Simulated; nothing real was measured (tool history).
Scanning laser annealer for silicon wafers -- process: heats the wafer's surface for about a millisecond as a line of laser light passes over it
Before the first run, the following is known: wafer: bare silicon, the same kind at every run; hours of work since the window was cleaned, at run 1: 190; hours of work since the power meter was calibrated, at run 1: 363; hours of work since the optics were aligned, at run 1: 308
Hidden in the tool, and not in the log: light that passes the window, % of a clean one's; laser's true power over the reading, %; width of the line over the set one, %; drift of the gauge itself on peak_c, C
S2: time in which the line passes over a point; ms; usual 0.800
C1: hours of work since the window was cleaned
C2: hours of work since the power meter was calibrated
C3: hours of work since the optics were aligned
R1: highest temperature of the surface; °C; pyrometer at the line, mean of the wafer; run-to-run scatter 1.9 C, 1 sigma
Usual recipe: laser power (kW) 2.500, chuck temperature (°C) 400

Run 1, hour 0.0: usual settings; C1 190; C2 363; C3 308. Result: R1 1159 °C.
Run 2, hour 17.5: usual settings; C1 203; C2 377; C3 321. Result: R1 1159 °C.
Run 3, hour 39.3: usual settings; C1 220; C2 394; C3 338. Result: R1 1159 °C.
Run 4, hour 53.1: usual settings; C1 231; C2 405; C3 349. Result: R1 1159 °C.
Run 5, hour 76.4: usual settings but laser power (kW) 2.263; C1 249; C2 423; C3 367. Result: R1 1061 °C.
Run 6, hour 100.7: usual settings but chuck temperature (°C) 425; C1 268; C2 441; C3 386. Result: R1 1184 °C.
Run 7, hour 122.8: usual settings but chuck temperature (°C) 425; C1 285; C2 459; C3 403. Result: R1 1184 °C.
Run 8, hour 144.5: usual settings but chuck temperature (°C) 425; C1 302; C2 475; C3 420. Result: R1 1183 °C.
Run 9, hour 170.4: usual settings but laser power (kW) 2.505, S2 0.567 ms; C1 322; C2 496; C3 440. Result: R1 1032 °C.

The next listed run, before its measurement:
Run 10, hour 184.4: usual settings but laser power (kW) 2.505, S2 0.567 ms; C1 333; C2 506; C3 451. Result: R1 ?.

{"run 10": {"R1": 1032}}
Without the tool's hidden state the same run would have given R1 1032 °C.
